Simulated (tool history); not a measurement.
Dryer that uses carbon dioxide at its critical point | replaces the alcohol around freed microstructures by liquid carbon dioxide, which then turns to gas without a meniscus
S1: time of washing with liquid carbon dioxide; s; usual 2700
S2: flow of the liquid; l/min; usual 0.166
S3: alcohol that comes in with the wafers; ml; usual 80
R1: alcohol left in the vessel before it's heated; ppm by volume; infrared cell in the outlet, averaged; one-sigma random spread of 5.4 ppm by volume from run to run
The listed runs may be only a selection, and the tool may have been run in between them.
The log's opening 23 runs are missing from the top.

run,day,S1,S2,S3,R1
24,11.567,3540,0.166,80,118
25,11.925,3540,0.166,84,112
26,12.496,3540,0.166,84,112
27,12.921,3540,0.166,84,125
28,13.229,2880,0.224,91,97
29,13.767,2880,0.224,91,109
30,14.212,2220,0.189,80,527
31,14.854,2220,0.143,33,726
32,15.421,1920,0.134,101,4270
33,15.896,3420,0.104,54,712
34,16.2,4080,0.224,54,75
35,16.729,4080,0.224,54,74
36,17.029,1920,0.224,54,371
37,17.575,2700,0.166,116,549
38,18.075,1920,0.214,24,249
39,18.508,1920,0.214,24,240
40,19.171,2100,0.111,22,1354

Predict each of these 5 candidate next runs independently; none follows another, all start after run 40:
A,19.45,2100,0.169,48,?
B,19.45,1860,0.166,80,?
C,19.45,3360,0.111,22,?
D,19.45,3360,0.107,61,?
E,19.45,2100,0.136,22,?

run,R1
A,718
B,1980
C,303
D,799
E,762
The same runs, with their run-to-run variation unchanged, on a tool lacking any hidden condition would have given:
run,R1
A,281
B,923
C,100
D,312
E,356
